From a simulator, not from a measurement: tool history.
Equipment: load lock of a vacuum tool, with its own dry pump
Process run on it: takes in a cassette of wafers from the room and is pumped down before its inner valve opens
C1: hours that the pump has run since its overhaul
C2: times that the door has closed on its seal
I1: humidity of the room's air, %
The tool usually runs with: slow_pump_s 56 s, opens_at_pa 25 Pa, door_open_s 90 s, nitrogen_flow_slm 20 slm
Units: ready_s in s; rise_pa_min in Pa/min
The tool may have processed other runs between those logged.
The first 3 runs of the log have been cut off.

{"run": 4, "hour": 1490.1, "slow_pump_s": 56, "opens_at_pa": 25, "door_open_s": 90, "nitrogen_flow_slm": 20, "C1": 3843, "C2": 6425, "I1": 43.0, "ready_s": 83.8, "rise_pa_min": 0.017}
{"run": 5, "hour": 1922.7, "slow_pump_s": 56, "opens_at_pa": 25, "door_open_s": 90, "nitrogen_flow_slm": 20, "C1": 4276, "C2": 8088, "I1": 52.0, "ready_s": 83.6, "rise_pa_min": 0.028}
{"run": 6, "hour": 2201.6, "slow_pump_s": 56, "opens_at_pa": 25, "door_open_s": 90, "nitrogen_flow_slm": 20, "C1": 4555, "C2": 9160, "I1": 42.7, "ready_s": 83.6, "rise_pa_min": 0.02}
{"run": 7, "hour": 2707.4, "slow_pump_s": 56, "opens_at_pa": 25, "door_open_s": 90, "nitrogen_flow_slm": 20, "C1": 5060, "C2": 11103, "I1": 42.5, "ready_s": 83.7, "rise_pa_min": 0.02}
{"run": 8, "hour": 3202.4, "slow_pump_s": 56, "opens_at_pa": 25, "door_open_s": 90, "nitrogen_flow_slm": 20, "C1": 5555, "C2": 13006, "I1": 42.1, "ready_s": 83.2, "rise_pa_min": 0.019}
{"run": 9, "hour": 3584.0, "slow_pump_s": 56, "opens_at_pa": 25, "door_open_s": 90, "nitrogen_flow_slm": 20, "C1": 5937, "C2": 14472, "I1": 49.3, "ready_s": 83.8, "rise_pa_min": 0.022}
{"run": 10, "hour": 3838.8, "slow_pump_s": 56, "opens_at_pa": 25, "door_open_s": 90, "nitrogen_flow_slm": 20, "C1": 6192, "C2": 15451, "I1": 43.6, "ready_s": 84.7, "rise_pa_min": 0.027}
{"run": 11, "hour": 4271.0, "slow_pump_s": 56, "opens_at_pa": 25, "door_open_s": 90, "nitrogen_flow_slm": 20, "C1": 6624, "C2": 17112, "I1": 47.7, "ready_s": 83.2, "rise_pa_min": 0.024}
{"run": 12, "hour": 4553.5, "slow_pump_s": 56, "opens_at_pa": 25, "door_open_s": 90, "nitrogen_flow_slm": 20, "C1": 6906, "C2": 18197, "I1": 42.0, "ready_s": 83.6, "rise_pa_min": 0.022}
{"run": 13, "hour": 5065.0, "slow_pump_s": 56, "opens_at_pa": 25, "door_open_s": 90, "nitrogen_flow_slm": 20, "C1": 7418, "C2": 20163, "I1": 47.5, "ready_s": 84.5, "rise_pa_min": 0.022}
{"hour": 5615.2, "done": "door's seal changed, seat wiped"}
{"run": 14, "hour": 5647.2, "slow_pump_s": 56, "opens_at_pa": 29, "door_open_s": 90, "nitrogen_flow_slm": 20, "C1": 7999, "C2": 123, "I1": 43.8, "ready_s": 82.2, "rise_pa_min": 0.016}
{"run": 15, "hour": 6102.2, "slow_pump_s": 56, "opens_at_pa": 29, "door_open_s": 26, "nitrogen_flow_slm": 20, "C1": 8454, "C2": 1871, "I1": 45.9, "ready_s": 83.1, "rise_pa_min": 0.016}
{"run": 16, "hour": 6516.6, "slow_pump_s": 56, "opens_at_pa": 50, "door_open_s": 90, "nitrogen_flow_slm": 20, "C1": 8868, "C2": 3464, "I1": 46.2, "ready_s": 80.2, "rise_pa_min": 0.017}
{"run": 17, "hour": 6841.6, "slow_pump_s": 56, "opens_at_pa": 22, "door_open_s": 90, "nitrogen_flow_slm": 20, "C1": 9193, "C2": 4713, "I1": 45.0, "ready_s": 84.2, "rise_pa_min": 0.024}
{"run": 18, "hour": 7274.9, "slow_pump_s": 56, "opens_at_pa": 22, "door_open_s": 90, "nitrogen_flow_slm": 20, "C1": 9626, "C2": 6378, "I1": 47.2, "ready_s": 84.6, "rise_pa_min": 0.023}

Run 19, settings as shown, results not yet in. Your forecast:
{"run": 19, "hour": 7893.0, "slow_pump_s": 56, "opens_at_pa": 25, "door_open_s": 104, "nitrogen_flow_slm": 33, "C1": 10245, "C2": 8753, "I1": 45.7, "ready_s": "?", "rise_pa_min": "?"}

{"run 19": {"ready_s": 84.2, "rise_pa_min": 0.017}}
Had the tool carried no hidden state, the very same run would have given ready_s 84.2 s, rise_pa_min 0.016 Pa/min.
